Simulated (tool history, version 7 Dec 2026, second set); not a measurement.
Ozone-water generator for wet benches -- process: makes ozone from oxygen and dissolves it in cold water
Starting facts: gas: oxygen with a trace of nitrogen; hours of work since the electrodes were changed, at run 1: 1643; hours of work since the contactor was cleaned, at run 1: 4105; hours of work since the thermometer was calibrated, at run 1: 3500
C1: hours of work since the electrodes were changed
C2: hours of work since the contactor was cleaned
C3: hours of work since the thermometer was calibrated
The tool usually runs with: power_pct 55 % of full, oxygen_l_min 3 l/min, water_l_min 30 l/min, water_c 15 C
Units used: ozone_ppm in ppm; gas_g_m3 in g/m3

{"run": 1, "hour": 0.0, "power_pct": 55, "oxygen_l_min": 3, "water_l_min": 30, "water_c": 15, "C1": 1643, "C2": 4105, "C3": 3500, "ozone_ppm": 7.5, "gas_g_m3": 119.5}
{"run": 2, "hour": 53.5, "power_pct": 55, "oxygen_l_min": 3, "water_l_min": 20, "water_c": 15, "C1": 1685, "C2": 4148, "C3": 3543, "ozone_ppm": 10.8, "gas_g_m3": 121.5}
{"run": 3, "hour": 105.9, "power_pct": 55, "oxygen_l_min": 3, "water_l_min": 48, "water_c": 15, "C1": 1727, "C2": 4189, "C3": 3584, "ozone_ppm": 4.7, "gas_g_m3": 120.1}
{"run": 4, "hour": 152.9, "power_pct": 55, "oxygen_l_min": 3, "water_l_min": 48, "water_c": 15, "C1": 1764, "C2": 4227, "C3": 3622, "ozone_ppm": 4.9, "gas_g_m3": 119.9}
{"run": 5, "hour": 199.9, "power_pct": 55, "oxygen_l_min": 3, "water_l_min": 48, "water_c": 15, "C1": 1801, "C2": 4264, "C3": 3659, "ozone_ppm": 4.9, "gas_g_m3": 119.5}
{"run": 6, "hour": 272.7, "power_pct": 55, "oxygen_l_min": 3, "water_l_min": 30, "water_c": 15, "C1": 1859, "C2": 4322, "C3": 3717, "ozone_ppm": 7.5, "gas_g_m3": 119.2}
{"run": 7, "hour": 339.9, "power_pct": 55, "oxygen_l_min": 3, "water_l_min": 30, "water_c": 15, "C1": 1912, "C2": 4375, "C3": 3770, "ozone_ppm": 7.6, "gas_g_m3": 117.9}
{"run": 8, "hour": 391.0, "power_pct": 55, "oxygen_l_min": 2.89, "water_l_min": 30, "water_c": 15, "C1": 1953, "C2": 4416, "C3": 3811, "ozone_ppm": 7.5, "gas_g_m3": 122}
{"run": 9, "hour": 449.1, "power_pct": 55, "oxygen_l_min": 3.52, "water_l_min": 30, "water_c": 15, "C1": 1999, "C2": 4462, "C3": 3857, "ozone_ppm": 7.9, "gas_g_m3": 112}
{"run": 10, "hour": 497.4, "power_pct": 55, "oxygen_l_min": 1.54, "water_l_min": 30, "water_c": 15, "C1": 2037, "C2": 4500, "C3": 3895, "ozone_ppm": 5.8, "gas_g_m3": 162.5}
{"run": 11, "hour": 536.4, "power_pct": 55, "oxygen_l_min": 1.54, "water_l_min": 30, "water_c": 15, "C1": 2068, "C2": 4531, "C3": 3926, "ozone_ppm": 5.8, "gas_g_m3": 161.1}
{"run": 12, "hour": 607.0, "power_pct": 55, "oxygen_l_min": 3, "water_l_min": 30, "water_c": 15, "C1": 2124, "C2": 4587, "C3": 3982, "ozone_ppm": 7.7, "gas_g_m3": 118.5}
{"run": 13, "hour": 667.5, "power_pct": 55, "oxygen_l_min": 3, "water_l_min": 30, "water_c": 15, "C1": 2172, "C2": 4635, "C3": 4030, "ozone_ppm": 7.7, "gas_g_m3": 118.5}
{"run": 14, "hour": 727.7, "power_pct": 55, "oxygen_l_min": 3, "water_l_min": 30, "water_c": 15, "C1": 2220, "C2": 4683, "C3": 4078, "ozone_ppm": 7.6, "gas_g_m3": 118.1}
{"hour": 764.8, "done": "water thermometer calibrated"}
{"run": 15, "hour": 789.2, "power_pct": 55, "oxygen_l_min": 3, "water_l_min": 30, "water_c": 15, "C1": 2269, "C2": 4731, "C3": 19, "ozone_ppm": 7.5, "gas_g_m3": 118}
{"run": 16, "hour": 855.1, "power_pct": 55, "oxygen_l_min": 3, "water_l_min": 30, "water_c": 15, "C1": 2321, "C2": 4784, "C3": 72, "ozone_ppm": 7.7, "gas_g_m3": 119.6}
{"run": 17, "hour": 920.4, "power_pct": 55, "oxygen_l_min": 3, "water_l_min": 30, "water_c": 15, "C1": 2373, "C2": 4836, "C3": 124, "ozone_ppm": 7.5, "gas_g_m3": 116.9}
{"run": 18, "hour": 976.3, "power_pct": 49, "oxygen_l_min": 2.48, "water_l_min": 30, "water_c": 7, "C1": 2417, "C2": 4880, "C3": 168, "ozone_ppm": 6.9, "gas_g_m3": 122.9}
{"run": 19, "hour": 1018.3, "power_pct": 49, "oxygen_l_min": 2.48, "water_l_min": 43, "water_c": 7, "C1": 2451, "C2": 4913, "C3": 201, "ozone_ppm": 4.8, "gas_g_m3": 121.5}
{"run": 20, "hour": 1089.4, "power_pct": 49, "oxygen_l_min": 2.48, "water_l_min": 43, "water_c": 7, "C1": 2507, "C2": 4970, "C3": 258, "ozone_ppm": 4.9, "gas_g_m3": 123.1}
{"run": 21, "hour": 1150.1, "power_pct": 49, "oxygen_l_min": 2.48, "water_l_min": 26, "water_c": 9, "C1": 2555, "C2": 5018, "C3": 306, "ozone_ppm": 7.8, "gas_g_m3": 119.8}
{"run": 22, "hour": 1207.6, "power_pct": 49, "oxygen_l_min": 2.48, "water_l_min": 26, "water_c": 9, "C1": 2601, "C2": 5064, "C3": 352, "ozone_ppm": 7.8, "gas_g_m3": 120.7}
{"run": 23, "hour": 1247.3, "power_pct": 53, "oxygen_l_min": 2.18, "water_l_min": 24, "water_c": 9, "C1": 2632, "C2": 5095, "C3": 383, "ozone_ppm": 8.3, "gas_g_m3": 135.6}
{"run": 24, "hour": 1285.8, "power_pct": 73, "oxygen_l_min": 2.18, "water_l_min": 24, "water_c": 9, "C1": 2663, "C2": 5126, "C3": 414, "ozone_ppm": 9.6, "gas_g_m3": 155.4}
{"run": 25, "hour": 1334.8, "power_pct": 96, "oxygen_l_min": 1.56, "water_l_min": 24, "water_c": 9, "C1": 2702, "C2": 5165, "C3": 452, "ozone_ppm": 9.7, "gas_g_m3": 209}
{"run": 26, "hour": 1383.1, "power_pct": 50, "oxygen_l_min": 1.56, "water_l_min": 24, "water_c": 9, "C1": 2740, "C2": 5203, "C3": 491, "ozone_ppm": 7.1, "gas_g_m3": 149.9}
{"run": 27, "hour": 1422.7, "power_pct": 41, "oxygen_l_min": 3, "water_l_min": 30, "water_c": 20, "C1": 2772, "C2": 5234, "C3": 522, "ozone_ppm": 6.3, "gas_g_m3": 99.8}
{"run": 28, "hour": 1494.6, "power_pct": 41, "oxygen_l_min": 2.87, "water_l_min": 27, "water_c": 10, "C1": 2829, "C2": 5291, "C3": 579, "ozone_ppm": 7.1, "gas_g_m3": 104.2}
{"run": 29, "hour": 1570.1, "power_pct": 86, "oxygen_l_min": 3, "water_l_min": 28, "water_c": 15, "C1": 2889, "C2": 5351, "C3": 639, "ozone_ppm": 9.7, "gas_g_m3": 145.4}
{"run": 30, "hour": 1635.6, "power_pct": 59, "oxygen_l_min": 3, "water_l_min": 30, "water_c": 12, "C1": 2941, "C2": 5403, "C3": 691, "ozone_ppm": 7.7, "gas_g_m3": 120.3}
{"run": 31, "hour": 1693.0, "power_pct": 59, "oxygen_l_min": 3, "water_l_min": 30, "water_c": 12, "C1": 2986, "C2": 5449, "C3": 737, "ozone_ppm": 7.6, "gas_g_m3": 120.8}
{"run": 32, "hour": 1765.0, "power_pct": 77, "oxygen_l_min": 3, "water_l_min": 30, "water_c": 12, "C1": 3043, "C2": 5506, "C3": 794, "ozone_ppm": 8.8, "gas_g_m3": 138.2}
{"run": 33, "hour": 1820.9, "power_pct": 77, "oxygen_l_min": 3, "water_l_min": 30, "water_c": 12, "C1": 3088, "C2": 5550, "C3": 838, "ozone_ppm": 9.1, "gas_g_m3": 137}

Forecast each of these 4 alternatives for the next run:
{"run": "A", "hour": 1879.4, "power_pct": 77, "oxygen_l_min": 2.21, "water_l_min": 25, "water_c": 7, "C1": 3134, "C2": 5597, "C3": 885, "ozone_ppm": "?", "gas_g_m3": "?"}
{"run": "B", "hour": 1879.4, "power_pct": 82, "oxygen_l_min": 3, "water_l_min": 30, "water_c": 15, "C1": 3134, "C2": 5597, "C3": 885, "ozone_ppm": "?", "gas_g_m3": "?"}
{"run": "C", "hour": 1879.4, "power_pct": 59, "oxygen_l_min": 3, "water_l_min": 25, "water_c": 7, "C1": 3134, "C2": 5597, "C3": 885, "ozone_ppm": "?", "gas_g_m3": "?"}
{"run": "D", "hour": 1879.4, "power_pct": 73, "oxygen_l_min": 3, "water_l_min": 33, "water_c": 9, "C1": 3134, "C2": 5597, "C3": 885, "ozone_ppm": "?", "gas_g_m3": "?"}

run=A ozone_ppm=9.8 gas_g_m3=157
run=B ozone_ppm=8.7 gas_g_m3=142
run=C ozone_ppm=9.4 gas_g_m3=119.9
run=D ozone_ppm=7.9 gas_g_m3=132.9
With no hidden state in the tool, these same runs would have given:
run=A ozone_ppm=11.1 gas_g_m3=170.1
run=B ozone_ppm=10 gas_g_m3=154.1
run=C ozone_ppm=10.6 gas_g_m3=128.5
run=D ozone_ppm=9 gas_g_m3=143.7
